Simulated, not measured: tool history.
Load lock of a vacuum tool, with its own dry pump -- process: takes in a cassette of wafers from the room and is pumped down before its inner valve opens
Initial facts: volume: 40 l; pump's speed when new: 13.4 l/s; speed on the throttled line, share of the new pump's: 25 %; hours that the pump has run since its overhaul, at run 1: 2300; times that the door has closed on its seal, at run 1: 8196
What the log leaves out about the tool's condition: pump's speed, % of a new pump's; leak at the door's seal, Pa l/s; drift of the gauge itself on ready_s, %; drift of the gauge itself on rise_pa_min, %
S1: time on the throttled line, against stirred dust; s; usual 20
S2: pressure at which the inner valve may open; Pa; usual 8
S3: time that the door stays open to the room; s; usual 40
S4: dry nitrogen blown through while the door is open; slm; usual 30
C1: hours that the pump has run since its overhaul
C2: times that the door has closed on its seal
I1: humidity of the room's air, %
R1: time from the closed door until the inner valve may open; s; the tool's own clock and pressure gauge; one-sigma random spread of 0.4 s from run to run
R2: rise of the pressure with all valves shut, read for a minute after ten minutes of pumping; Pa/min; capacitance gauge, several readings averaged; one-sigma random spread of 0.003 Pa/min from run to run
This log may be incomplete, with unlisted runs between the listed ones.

{"run": 1, "hour": 0.0, "S1": 20, "S2": 8, "S3": 40, "S4": 30, "C1": 2300, "C2": 8196, "I1": 45.1, "R1": 43.0, "R2": 0.05}
{"run": 2, "hour": 79.3, "S1": 20, "S2": 8, "S3": 40, "S4": 30, "C1": 2379, "C2": 8339, "I1": 42.6, "R1": 43.3, "R2": 0.049}
{"run": 3, "hour": 177.3, "S1": 20, "S2": 8, "S3": 40, "S4": 4, "C1": 2477, "C2": 8516, "I1": 44.2, "R1": 43.9, "R2": 0.063}
{"run": 4, "hour": 256.4, "S1": 20, "S2": 8, "S3": 40, "S4": 30, "C1": 2556, "C2": 8660, "I1": 46.1, "R1": 43.3, "R2": 0.053}
{"run": 5, "hour": 321.3, "S1": 20, "S2": 8, "S3": 40, "S4": 30, "C1": 2621, "C2": 8777, "I1": 45.0, "R1": 44.0, "R2": 0.05}
{"run": 6, "hour": 435.3, "S1": 20, "S2": 8, "S3": 40, "S4": 30, "C1": 2735, "C2": 8983, "I1": 44.9, "R1": 43.1, "R2": 0.061}
{"run": 7, "hour": 569.9, "S1": 22, "S2": 8, "S3": 40, "S4": 30, "C1": 2870, "C2": 9226, "I1": 44.2, "R1": 45.7, "R2": 0.059}
{"run": 8, "hour": 673.2, "S1": 22, "S2": 8, "S3": 40, "S4": 30, "C1": 2973, "C2": 9413, "I1": 42.4, "R1": 45.0, "R2": 0.059}
{"run": 9, "hour": 812.5, "S1": 22, "S2": 8, "S3": 40, "S4": 30, "C1": 3113, "C2": 9665, "I1": 45.7, "R1": 45.4, "R2": 0.069}
{"run": 10, "hour": 885.8, "S1": 20, "S2": 8, "S3": 40, "S4": 30, "C1": 3186, "C2": 9798, "I1": 44.5, "R1": 44.0, "R2": 0.062}
{"run": 11, "hour": 953.7, "S1": 20, "S2": 16, "S3": 40, "S4": 30, "C1": 3254, "C2": 9920, "I1": 43.4, "R1": 41.9, "R2": 0.057}
{"run": 12, "hour": 1076.6, "S1": 20, "S2": 16, "S3": 40, "S4": 30, "C1": 3377, "C2": 10143, "I1": 46.1, "R1": 42.3, "R2": 0.065}
{"run": 13, "hour": 1134.2, "S1": 20, "S2": 16, "S3": 40, "S4": 30, "C1": 3434, "C2": 10247, "I1": 45.9, "R1": 41.5, "R2": 0.063}
{"run": 14, "hour": 1272.6, "S1": 20, "S2": 8, "S3": 40, "S4": 30, "C1": 3573, "C2": 10497, "I1": 47.7, "R1": 44.6, "R2": 0.071}
{"run": 15, "hour": 1397.5, "S1": 20, "S2": 8, "S3": 40, "S4": 6, "C1": 3698, "C2": 10723, "I1": 43.2, "R1": 44.0, "R2": 0.077}
{"run": 16, "hour": 1468.5, "S1": 20, "S2": 8, "S3": 40, "S4": 6, "C1": 3769, "C2": 10851, "I1": 42.6, "R1": 44.6, "R2": 0.078}
{"run": 17, "hour": 1603.2, "S1": 20, "S2": 8, "S3": 40, "S4": 6, "C1": 3903, "C2": 11095, "I1": 47.2, "R1": 44.6, "R2": 0.081}
{"run": 18, "hour": 1741.2, "S1": 32, "S2": 8, "S3": 40, "S4": 30, "C1": 4041, "C2": 11344, "I1": 45.2, "R1": 53.6, "R2": 0.07}
{"run": 19, "hour": 1840.2, "S1": 32, "S2": 13, "S3": 40, "S4": 30, "C1": 4140, "C2": 11523, "I1": 43.9, "R1": 51.0, "R2": 0.067}
{"run": 20, "hour": 1946.1, "S1": 19, "S2": 12, "S3": 59, "S4": 30, "C1": 4246, "C2": 11715, "I1": 45.4, "R1": 42.8, "R2": 0.071}
{"run": 21, "hour": 2022.9, "S1": 24, "S2": 8, "S3": 59, "S4": 30, "C1": 4323, "C2": 11854, "I1": 43.2, "R1": 47.2, "R2": 0.077}
{"run": 22, "hour": 2124.0, "S1": 28, "S2": 15, "S3": 223, "S4": 23, "C1": 4424, "C2": 12037, "I1": 44.8, "R1": 47.7, "R2": 0.089}
{"run": 23, "hour": 2197.7, "S1": 20, "S2": 13, "S3": 223, "S4": 23, "C1": 4498, "C2": 12170, "I1": 44.5, "R1": 43.2, "R2": 0.088}
{"run": 24, "hour": 2274.5, "S1": 26, "S2": 7, "S3": 223, "S4": 23, "C1": 4575, "C2": 12309, "I1": 44.3, "R1": 50.1, "R2": 0.084}
{"run": 25, "hour": 2365.4, "S1": 17, "S2": 7, "S3": 28, "S4": 21, "C1": 4665, "C2": 12473, "I1": 44.0, "R1": 42.4, "R2": 0.075}
{"run": 26, "hour": 2479.0, "S1": 12, "S2": 7, "S3": 40, "S4": 5, "C1": 4779, "C2": 12679, "I1": 45.3, "R1": 39.0, "R2": 0.098}
{"run": 27, "hour": 2593.5, "S1": 12, "S2": 7, "S3": 40, "S4": 5, "C1": 4894, "C2": 12886, "I1": 45.7, "R1": 39.7, "R2": 0.1}
{"run": 28, "hour": 2675.5, "S1": 20, "S2": 13, "S3": 166, "S4": 30, "C1": 4976, "C2": 13034, "I1": 44.4, "R1": 42.7, "R2": 0.093}
{"run": 29, "hour": 2812.6, "S1": 20, "S2": 13, "S3": 166, "S4": 30, "C1": 5113, "C2": 13282, "I1": 46.3, "R1": 43.1, "R2": 0.097}
{"run": 30, "hour": 2916.5, "S1": 27, "S2": 11, "S3": 34, "S4": 28, "C1": 5217, "C2": 13470, "I1": 46.2, "R1": 49.2, "R2": 0.092}
{"run": 31, "hour": 3003.7, "S1": 27, "S2": 11, "S3": 34, "S4": 28, "C1": 5304, "C2": 13627, "I1": 42.9, "R1": 49.6, "R2": 0.091}
{"run": 32, "hour": 3067.7, "S1": 11, "S2": 7, "S3": 48, "S4": 7, "C1": 5368, "C2": 13743, "I1": 47.8, "R1": 38.5, "R2": 0.104}
{"run": 33, "hour": 3192.6, "S1": 11, "S2": 8, "S3": 40, "S4": 30, "C1": 5493, "C2": 13969, "I1": 43.2, "R1": 37.9, "R2": 0.091}
{"run": 34, "hour": 3256.1, "S1": 11, "S2": 8, "S3": 40, "S4": 21, "C1": 5556, "C2": 14084, "I1": 45.6, "R1": 38.2, "R2": 0.094}
{"run": 35, "hour": 3356.7, "S1": 13, "S2": 14, "S3": 177, "S4": 13, "C1": 5657, "C2": 14266, "I1": 43.3, "R1": 38.2, "R2": 0.114}
{"run": 36, "hour": 3430.0, "S1": 19, "S2": 8, "S3": 146, "S4": 30, "C1": 5730, "C2": 14398, "I1": 45.9, "R1": 44.6, "R2": 0.101}

Measured result minus the same run's result without the hidden state. Both carry the same run-to-run variation, though not necessarily the same gauge scatter:
run=1 R1=+0.3 R2=+0.038
run=2 R1=+0.4 R2=+0.040
run=3 R1=+0.4 R2=+0.041
run=4 R1=+0.4 R2=+0.042
run=5 R1=+0.5 R2=+0.042
run=6 R1=+0.5 R2=+0.043
run=7 R1=+0.5 R2=+0.044
run=8 R1=+0.5 R2=+0.046
run=9 R1=+0.6 R2=+0.049
run=10 R1=+0.7 R2=+0.050
run=11 R1=+0.6 R2=+0.048
run=12 R1=+0.6 R2=+0.051
run=13 R1=+0.7 R2=+0.052
run=14 R1=+0.8 R2=+0.055
run=15 R1=+0.8 R2=+0.056
run=16 R1=+0.9 R2=+0.056
run=17 R1=+0.9 R2=+0.059
run=18 R1=+0.9 R2=+0.060
run=19 R1=+0.8 R2=+0.061
run=20 R1=+1.0 R2=+0.062
run=21 R1=+1.0 R2=+0.065
run=22 R1=+0.9 R2=+0.067
run=23 R1=+1.0 R2=+0.067
run=24 R1=+1.1 R2=+0.067
run=25 R1=+1.2 R2=+0.068
run=26 R1=+1.4 R2=+0.071
run=27 R1=+1.4 R2=+0.072
run=28 R1=+1.2 R2=+0.076
run=29 R1=+1.3 R2=+0.075
run=30 R1=+1.2 R2=+0.077
run=31 R1=+1.3 R2=+0.079
run=32 R1=+1.6 R2=+0.080
run=33 R1=+1.6 R2=+0.082
run=34 R1=+1.6 R2=+0.082
run=35 R1=+1.5 R2=+0.085
run=36 R1=+1.6 R2=+0.085
